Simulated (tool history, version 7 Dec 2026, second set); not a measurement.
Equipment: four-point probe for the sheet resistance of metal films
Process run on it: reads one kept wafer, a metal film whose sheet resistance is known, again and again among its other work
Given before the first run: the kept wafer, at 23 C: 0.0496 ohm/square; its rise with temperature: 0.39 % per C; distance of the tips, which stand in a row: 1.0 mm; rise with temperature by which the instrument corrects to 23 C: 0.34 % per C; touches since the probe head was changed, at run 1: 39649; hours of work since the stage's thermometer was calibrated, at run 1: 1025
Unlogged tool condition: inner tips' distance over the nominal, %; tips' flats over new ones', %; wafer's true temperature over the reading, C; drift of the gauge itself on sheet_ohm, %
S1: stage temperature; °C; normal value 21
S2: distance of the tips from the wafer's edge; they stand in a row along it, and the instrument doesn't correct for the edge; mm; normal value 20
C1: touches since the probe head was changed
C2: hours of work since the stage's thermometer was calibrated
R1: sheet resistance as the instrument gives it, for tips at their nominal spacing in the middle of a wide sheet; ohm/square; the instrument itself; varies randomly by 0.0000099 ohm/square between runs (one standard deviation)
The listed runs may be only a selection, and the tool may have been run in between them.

run	hour	S1	S2	C1	C2	R1
1	0	21	20	39649	1025	0.049391
2	12.5	21	20	40170	1034	0.04936
3	36	21	20	41153	1051	0.04937
4	52.8	21	20	41853	1064	0.049369
5	65.9	21	4	42399	1074	0.050888
6	78.2	21	4	42911	1083	0.050903
7	101.7	21	4	43890	1100	0.0509
8	125.1	21	4	44869	1118	0.05089
9	136.5	21	4	45343	1126	0.05089
10	158.6	25	20	46264	1142	0.049456
11	173.8	25	20	46902	1154	0.049455
12	186.2	25	20	47415	1163	0.049454
13	208.5	25	20	48349	1179	0.049426
14	226.4	19	20	49094	1193	0.049294
15	248.8	32	20	50028	1209	0.049597
16	273.5	32	20	51058	1228	0.049596
17	291.9	21	20	51826	1241	0.049342
18	315	21	20	52793	1259	0.049326
19	338.3	21	20	53765	1276	0.049331
20	350.8	21	6	54283	1285	0.049993
21	370.9	21	6	55123	1300	0.049998
22	391.4	21	20	55980	1315	0.049313
23	406	23	5	56589	1326	0.050363
24	422.6	33	71	57280	1338	0.049551
25	439.3	33	71	57976	1351	0.049554
26	461.1	26	16	58888	1367	0.049478
27	473.2	24	20	59391	1376	0.049396
28	489.4	27	55	60069	1388	0.0494
29	511.6	26	4	60994	1405	0.050954
30	530.7	26	44	61792	1419	0.049374
31	541.8	26	44	62255	1427	0.049377
32	562.6	26	44	63122	1442	0.049359
33	580.5	28	39	63867	1456	0.049425
34	592.4	28	3	64366	1465	0.052198
35	610.1	23	70	65101	1478	0.049266
36	622.3	33	42	65610	1487	0.049525
37	643.9	21	22	66515	1503	0.049292
38	662.2	32	65	67278	1516	0.049497
39	683.7	25	12	68173	1532	0.049505
40	694.4	25	72	68620	1540	0.049342
41	717.6	27	10	69590	1558	0.049625

Run 42 comes next. What will it give?
42	730.9	27	10	70144	1567	?

R1: 0.049651 ohm/square
Take away the tool's hidden state, keep the run-to-run variation as it was, and the same run would have given R1 0.049982 ohm/square.
